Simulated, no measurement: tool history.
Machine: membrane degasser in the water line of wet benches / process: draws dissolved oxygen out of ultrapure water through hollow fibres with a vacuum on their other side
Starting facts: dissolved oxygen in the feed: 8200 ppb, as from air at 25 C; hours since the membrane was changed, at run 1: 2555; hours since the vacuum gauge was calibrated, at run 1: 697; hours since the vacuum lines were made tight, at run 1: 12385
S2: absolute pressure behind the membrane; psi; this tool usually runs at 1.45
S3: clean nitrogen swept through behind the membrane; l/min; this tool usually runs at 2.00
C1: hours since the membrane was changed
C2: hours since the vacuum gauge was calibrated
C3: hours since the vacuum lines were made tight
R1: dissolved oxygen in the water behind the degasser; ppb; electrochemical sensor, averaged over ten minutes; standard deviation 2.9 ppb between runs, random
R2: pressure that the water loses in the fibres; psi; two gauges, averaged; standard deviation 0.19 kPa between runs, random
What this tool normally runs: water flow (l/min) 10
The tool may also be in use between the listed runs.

Run 1, day 0.000: usual settings; C1 2555; C2 697; C3 12385. Result: R1 290.5 ppb, R2 5.517 psi.
Run 2, day 2.725: usual settings; C1 2621; C2 762; C3 12451. Result: R1 287.8 ppb, R2 5.546 psi.
At day 3.729: seals of the vacuum lines changed.
Run 3, day 5.400: usual settings; C1 2683; C2 824; C3 40. Result: R1 289.9 ppb, R2 5.471 psi.
Run 4, day 6.779: usual settings; C1 2716; C2 857; C3 73. Result: R1 289.8 ppb, R2 5.520 psi.
Run 5, day 9.192: usual settings; C1 2774; C2 915; C3 131. Result: R1 289.1 ppb, R2 5.506 psi.
Run 6, day 11.500: usual settings; C1 2829; C2 971; C3 187. Result: R1 288.0 ppb, R2 5.513 psi.
Run 7, day 13.221: usual settings; C1 2871; C2 1012; C3 228. Result: R1 293.6 ppb, R2 5.520 psi.
Run 8, day 16.396: usual settings; C1 2947; C2 1088; C3 304. Result: R1 292.5 ppb, R2 5.442 psi.
Run 9, day 18.546: usual settings but water flow (l/min) 14, S2 1.89 psi, S3 1.22 l/min; C1 2998; C2 1140; C3 356. Result: R1 711.5 ppb, R2 7.680 psi.
Run 10, day 20.929: usual settings but water flow (l/min) 6, S2 2.12 psi, S3 3.36 l/min; C1 3056; C2 1197; C3 413. Result: R1 87.1 ppb, R2 3.298 psi.
Run 11, day 24.038: usual settings but water flow (l/min) 6, S2 2.12 psi, S3 3.36 l/min; C1 3130; C2 1272; C3 487. Result: R1 88.9 ppb, R2 3.279 psi.
Run 12, day 26.208: usual settings but water flow (l/min) 6, S2 2.12 psi, S3 3.36 l/min; C1 3182; C2 1324; C3 539. Result: R1 88.4 ppb, R2 3.294 psi.
Run 13, day 29.133: usual settings but water flow (l/min) 6, S2 2.12 psi, S3 3.36 l/min; C1 3252; C2 1394; C3 610. Result: R1 87.4 ppb, R2 3.236 psi.
Run 14, day 31.462: usual settings but water flow (l/min) 11, S2 1.96 psi; C1 3308; C2 1450; C3 666. Result: R1 398.8 ppb, R2 5.974 psi.
Run 15, day 34.700: usual settings but water flow (l/min) 11, S2 1.96 psi; C1 3386; C2 1528; C3 743. Result: R1 396.6 ppb, R2 5.981 psi.

Hidden state or all else? Some run-to-run changes of R2, split into what the settings, what came in and random variation would give without the hidden state, and what is left for the hidden state (with any gauge scatter that isn't in both results):
Hidden state at play: membrane still open, %; true pressure behind the membrane over the reading, kPa; air that leaks in behind the membrane, l/min; drift of the gauge itself on oxygen_ppb, %; drift of the gauge itself on loss_of_pressure_kpa, %.
Run 9 -> 10: water flow (l/min) 14 -> 6, S2 1.89 -> 2.12, S3 1.22 -> 3.36. R2 -4.382 psi: hidden state +0.029, all else -4.411.
Run 13 -> 14: water flow (l/min) 6 -> 11, S2 2.12 -> 1.96, S3 3.36 -> 2.00. R2 +2.738 psi: hidden state -0.038, all else +2.776.

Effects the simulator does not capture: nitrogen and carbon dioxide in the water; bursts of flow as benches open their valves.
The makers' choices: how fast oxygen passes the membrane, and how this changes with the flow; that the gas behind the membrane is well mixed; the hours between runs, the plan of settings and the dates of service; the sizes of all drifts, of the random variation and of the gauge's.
